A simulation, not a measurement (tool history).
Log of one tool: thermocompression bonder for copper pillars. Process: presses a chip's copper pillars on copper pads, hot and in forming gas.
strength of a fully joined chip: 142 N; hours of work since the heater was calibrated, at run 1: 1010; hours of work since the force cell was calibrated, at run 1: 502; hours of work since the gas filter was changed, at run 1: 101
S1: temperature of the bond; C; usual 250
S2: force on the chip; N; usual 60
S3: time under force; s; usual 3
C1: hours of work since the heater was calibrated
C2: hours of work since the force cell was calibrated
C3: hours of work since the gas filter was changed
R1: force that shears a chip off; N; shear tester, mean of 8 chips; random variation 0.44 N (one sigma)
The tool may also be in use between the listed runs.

run 1 day=0.000 | S1=250 S2=60 S3=3 | C1=1010 C2=502 C3=101 | R1=90.5
-- day=3.783 forming gas filter changed
run 2 day=3.938 | S1=260 S2=60 S3=3 | C1=1085 C2=577 C3=3 | R1=98.7
run 3 day=7.525 | S1=250 S2=90 S3=3 | C1=1154 C2=645 C3=71 | R1=117.1
run 4 day=10.438 | S1=250 S2=90 S3=3 | C1=1209 C2=701 C3=127 | R1=117.8
-- day=12.838 forming gas filter changed
run 5 day=13.729 | S1=250 S2=60 S3=3 | C1=1272 C2=763 C3=17 | R1=90.2
run 6 day=15.646 | S1=250 S2=60 S3=3 | C1=1308 C2=800 C3=54 | R1=90.4
run 7 day=19.208 | S1=261 S2=60 S3=3 | C1=1376 C2=868 C3=122 | R1=99.0
-- day=21.858 forming gas filter changed
run 8 day=22.200 | S1=261 S2=60 S3=3 | C1=1433 C2=924 C3=7 | R1=98.7
run 9 day=24.004 | S1=261 S2=60 S3=3 | C1=1468 C2=959 C3=41 | R1=99.1
run 10 day=26.629 | S1=261 S2=60 S3=3 | C1=1518 C2=1009 C3=91 | R1=99.3
run 11 day=28.346 | S1=261 S2=60 S3=3 | C1=1550 C2=1042 C3=124 | R1=99.0
-- day=30.925 forming gas filter changed
run 12 day=32.246 | S1=259 S2=60 S3=3 | C1=1624 C2=1116 C3=25 | R1=97.7
-- day=33.588 heater calibrated with a thermocouple chip
run 13 day=33.925 | S1=259 S2=60 S3=3 | C1=7 C2=1146 C3=56 | R1=97.3
run 14 day=36.275 | S1=259 S2=60 S3=3 | C1=51 C2=1191 C3=101 | R1=97.6
run 15 day=38.038 | S1=259 S2=60 S3=3 | C1=85 C2=1225 C3=134 | R1=97.2
-- day=40.025 forming gas filter changed
run 16 day=41.554 | S1=250 S2=60 S3=3 | C1=152 C2=1292 C3=29 | R1=90.0
run 17 day=43.296 | S1=250 S2=60 S3=3 | C1=185 C2=1325 C3=62 | R1=90.3
run 18 day=46.338 | S1=226 S2=60 S3=3 | C1=243 C2=1383 C3=121 | R1=70.2
run 19 day=48.725 | S1=226 S2=60 S3=3 | C1=289 C2=1429 C3=166 | R1=70.7
-- day=49.204 forming gas filter changed
run 20 day=52.658 | S1=256 S2=60 S3=3 | C1=363 C2=1503 C3=66 | R1=96.1
run 21 day=55.221 | S1=241 S2=58 S3=7 | C1=412 C2=1552 C3=115 | R1=102.4
run 22 day=58.158 | S1=253 S2=37 S3=5 | C1=468 C2=1608 C3=171 | R1=70.5
-- day=58.417 forming gas filter changed
run 23 day=60.029 | S1=258 S2=84 S3=5 | C1=504 C2=1644 C3=31 | R1=128.6
run 24 day=63.933 | S1=257 S2=38 S3=2 | C1=578 C2=1718 C3=105 | R1=54.1
run 25 day=66.375 | S1=257 S2=38 S3=2 | C1=625 C2=1765 C3=152 | R1=53.8
-- day=67.488 forming gas filter changed
run 26 day=69.283 | S1=255 S2=60 S3=3 | C1=680 C2=1820 C3=34 | R1=94.2
run 27 day=73.121 | S1=255 S2=60 S3=3 | C1=753 C2=1893 C3=108 | R1=94.3
run 28 day=75.142 | S1=255 S2=60 S3=3 | C1=792 C2=1932 C3=146 | R1=94.0
-- day=76.683 forming gas filter changed
run 29 day=76.933 | S1=255 S2=60 S3=3 | C1=826 C2=1966 C3=5 | R1=94.1
run 30 day=78.708 | S1=247 S2=60 S3=2 | C1=860 C2=2000 C3=39 | R1=77.3
run 31 day=81.296 | S1=266 S2=78 S3=8 | C1=909 C2=2049 C3=88 | R1=135.2
run 32 day=83.004 | S1=266 S2=78 S3=8 | C1=942 C2=2082 C3=121 | R1=133.4
-- day=85.892 forming gas filter changed
run 33 day=85.892 | S1=266 S2=78 S3=8 | C1=997 C2=2136 C3=0 | R1=135.9
-- day=86.912 force cell calibrated
run 34 day=87.771 | S1=266 S2=78 S3=8 | C1=1031 C2=16 C3=35 | R1=135.6
run 35 day=89.542 | S1=246 S2=53 S3=2 | C1=1065 C2=50 C3=69 | R1=67.7
run 36 day=91.512 | S1=246 S2=53 S3=2 | C1=1103 C2=88 C3=106 | R1=68.2
run 37 day=94.417 | S1=240 S2=48 S3=7 | C1=1158 C2=143 C3=162 | R1=88.1
-- day=95.083 forming gas filter changed
run 38 day=96.038 | S1=250 S2=60 S3=2 | C1=1189 C2=174 C3=18 | R1=79.8

Forecast each of these 5 alternatives for the next run:
run A day=99.217 | S1=250 S2=39 S3=2 | C1=1249 C2=235 C3=79 | R1=?
run B day=99.217 | S1=239 S2=60 S3=4 | C1=1249 C2=235 C3=79 | R1=?
run C day=99.217 | S1=276 S2=60 S3=2 | C1=1249 C2=235 C3=79 | R1=?
run D day=99.217 | S1=240 S2=83 S3=4 | C1=1249 C2=235 C3=79 | R1=?
run E day=99.217 | S1=230 S2=60 S3=7 | C1=1249 C2=235 C3=79 | R1=?

run=A R1=51.6
run=B R1=88.4
run=C R1=99.9
run=D R1=112.0
run=E R1=95.4
Without the tool's hidden state the same runs would have given:
run=A R1=51.4
run=B R1=88.1
run=C R1=99.7
run=D R1=111.8
run=E R1=95.2

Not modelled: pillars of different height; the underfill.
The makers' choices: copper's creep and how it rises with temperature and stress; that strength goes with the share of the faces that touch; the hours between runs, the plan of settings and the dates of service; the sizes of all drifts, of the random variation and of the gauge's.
